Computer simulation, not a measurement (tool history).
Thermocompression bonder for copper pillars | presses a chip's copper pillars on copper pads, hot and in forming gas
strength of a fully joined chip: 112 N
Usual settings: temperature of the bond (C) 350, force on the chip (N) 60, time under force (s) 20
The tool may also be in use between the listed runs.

run     day  temperature of the bond (C)  force on the chip (N)  time under force (s)  force that shears a chip off (N)
  1       0                          350                     60                    20                              74.9
  2   2.658                          350                     60                    20                                76
  3   5.338                          350                     60                    20                              74.8
  4   7.396                          350                     60                    20                              74.6
  5  10.738                          350                     60                    24                              76.9
  6  12.275                          350                     60                    24                              78.1
  7  15.567                          350                     60                    24                              76.5
  8  17.742                          350                     60                    24                              76.3
  9  20.225                          350                     84                    20                              87.3
 10  22.388                          350                     84                    20                              85.7
 11  25.233                          350                     60                    20                              73.3
 12  27.842                          350                     60                    20                              73.5
 13  29.754                          350                     52                    20                              67.9
 14  31.383                          350                     60                    34                              83.3
 15  33.762                          375                     80                    21                              94.1
 16  36.025                          351                     50                    11                              54.1
 17  39.371                          350                     44                    10                                47
 18  41.817                          367                     36                    20                              62.4
 19  44.367                          367                     36                    14                              55.5
 20  47.392                          363                     43                    14                              58.4
 21   50.25                          378                     80                    22                              96.7
 22  53.083                          347                     48                    19                                62
 23   56.15                          354                     48                    16                              62.7

Taken out of this log: 3 entries between the listed runs. Where each belongs, and how the hidden state differs across it:
Between runs 8 and 9: forming gas filter changed (day 19.258)
  true temperature of the bond over the reading, C: -3.5 -> -3.8; force that reaches the chip, % of what is set: 97.1 -> 96.9; oxide that the forming gas leaves, % of the face: 4.45 -> 0.75
  measured less the result without the state, force that shears a chip off (N): -6.2 -> -3.3
Between runs 15 and 16: heater calibrated with a thermocouple chip (day 34.042)
  true temperature of the bond over the reading, C: -5.4 -> -7.5; force that reaches the chip, % of what is set: 96 -> 95.9; oxide that the forming gas leaves, % of the face: 2.23 -> 2.47
  measured less the result without the state, force that shears a chip off (N): -4.7 -> -6.9
Between runs 20 and 21: heater calibrated with a thermocouple chip, once more (day 50.25)
  true temperature of the bond over the reading, C: -8.9 -> -1.5; force that reaches the chip, % of what is set: 95.2 -> 95.1; oxide that the forming gas leaves, % of the face: 3.68 -> 4.01
  measured less the result without the state, force that shears a chip off (N): -8.9 -> -5.1
